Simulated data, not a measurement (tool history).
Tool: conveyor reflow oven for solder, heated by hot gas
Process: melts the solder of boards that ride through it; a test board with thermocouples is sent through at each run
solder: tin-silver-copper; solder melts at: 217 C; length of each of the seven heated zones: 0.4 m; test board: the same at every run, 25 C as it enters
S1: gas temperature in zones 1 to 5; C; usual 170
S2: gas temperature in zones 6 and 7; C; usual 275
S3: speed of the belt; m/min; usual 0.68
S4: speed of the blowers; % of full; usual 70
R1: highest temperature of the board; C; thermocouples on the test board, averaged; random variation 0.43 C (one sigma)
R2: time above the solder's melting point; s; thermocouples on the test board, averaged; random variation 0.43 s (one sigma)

run   hour   S1   S2     S3  S4     R1    R2
  1      0  170  275   0.68  70  259.9    56
  2   43.3  170  275  0.568  70  264.7  72.1
  3  109.1  170  275   0.68  70  259.3  56.3
  4  145.5  170  275   0.68  70  258.5  56.4
  5  177.2  170  275  0.751  70    255  49.2
  6  213.6  170  275  0.751  70  254.9  48.7
  7  265.1  170  276   0.68  70  258.8  57.3
  8  313.2  170  272   0.68  70  255.2  53.8
  9  382.1  170  275   0.68  70  258.4  55.4
 10    449  170  283   0.68  70  264.7    59
 11  513.5  170  275   0.68  85    261    58
     524.5  -- flux residue cleaned out of gas plates and filters
 12  560.1  170  275   0.68  85  263.6  59.7
 13  629.1  170  275   0.68  85    263  59.7
 14  674.5  170  275   0.68  85  263.1  59.9
 15  711.7  170  275   0.68  85  262.9  59.7
 16  773.1  170  275  0.804  70  253.6  43.9
 17  836.9  170  264  0.633  70  251.9  55.9
 18  906.8  178  278  0.587  61  264.9  72.6
 19  943.2  178  268  0.593  71  258.2  68.3
 20  992.3  178  268  0.593  71  257.5    68

The next listed run, before its measurement:
     1045.1  -- flux residue cleaned out of gas plates and filters
 21  1058.2  178  289  0.593  71   ?   ?

Run 21 gave R1 279.4 C, R2 78.2 s.
Without the tool's hidden state the same run would have given R1 277.1 C, R2 75.6 s.

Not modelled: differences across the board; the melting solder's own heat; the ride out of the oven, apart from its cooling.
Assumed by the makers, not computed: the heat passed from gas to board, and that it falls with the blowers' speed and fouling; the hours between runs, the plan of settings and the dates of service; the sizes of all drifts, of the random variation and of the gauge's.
